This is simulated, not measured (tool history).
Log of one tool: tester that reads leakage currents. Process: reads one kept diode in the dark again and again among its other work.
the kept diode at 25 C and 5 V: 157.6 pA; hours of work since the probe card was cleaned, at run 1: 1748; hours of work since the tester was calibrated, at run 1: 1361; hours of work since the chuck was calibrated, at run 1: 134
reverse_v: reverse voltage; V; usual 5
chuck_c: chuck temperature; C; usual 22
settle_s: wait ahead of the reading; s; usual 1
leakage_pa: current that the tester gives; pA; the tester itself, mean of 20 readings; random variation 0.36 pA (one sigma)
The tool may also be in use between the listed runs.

run,hour,reverse_v,chuck_c,settle_s,hours of work since the probe card was cleaned,hours of work since the tester was calibrated,hours of work since the chuck was calibrated,leakage_pa
1,0,5,22,1,1748,1361,134,117.51
2,51.4,5,22,1,1784,1397,170,116.2
3,143.6,5,22,1,1847,1461,233,112.74
4,198,5,22,1,1885,1498,271,111.51
5,270.3,5,22,1,1935,1548,321,108.65
6,371.6,5,22,1,2005,1618,391,106.43
7,438.1,5,22,1,2051,1664,437,104.28
8,535.6,5,22,1,2118,1732,504,102.15
# hour 572: chuck's temperature calibrated
9,592.1,5,22,0.56,2156,1769,14,123.69
10,688,5,22,0.56,2222,1836,80,120.33
11,790.3,5,22,1.48,2293,1906,151,115.66
12,877.3,5,22,1.48,2353,1966,211,113.2
# hour 887.9: probe card cleaned and baked
13,928.1,5,22,1.48,28,2000,244,113.2
14,1025.9,5,22,1.48,95,2067,312,110.13
15,1105.8,5,22,1.48,151,2122,367,108.09
16,1158.7,5,20,0.71,187,2159,404,90.1
17,1229.3,5,20,0.71,236,2208,452,88.6
# hour 1244.4: probe card cleaned and baked, once more
18,1300.8,5,20,0.71,39,2255,500,83.34
# hour 1344.1: chuck's temperature calibrated
19,1352.5,5,20,0.71,73,2289,6,99.82
20,1442.1,10.9,20,0.71,135,2351,68,135.98
21,1490.5,10.9,20,1.64,169,2385,101,130.8

Hidden state or all else? Some run-to-run changes of leakage_pa, split into what the settings, what came in and random variation would give without the hidden state, and what is left for the hidden state (with any gauge scatter that isn't in both results):
The hidden state here: stray current of the dirty probe card, pA a volt; current scale over the true one, %; true chuck temperature over the reading, C; drift of the gauge itself on leakage_pa, %.
Run 8 -> 9: settle_s 1 -> 0.56, chuck's temperature calibrated. leakage_pa +21.54 pA: hidden state +20.08, all else +1.46.
Run 18 -> 19: chuck's temperature calibrated. leakage_pa +16.48 pA: hidden state +16.48, all else +0.
Run 19 -> 20: reverse_v 5 -> 10.9. leakage_pa +36.16 pA: hidden state -3.24, all else +39.4.
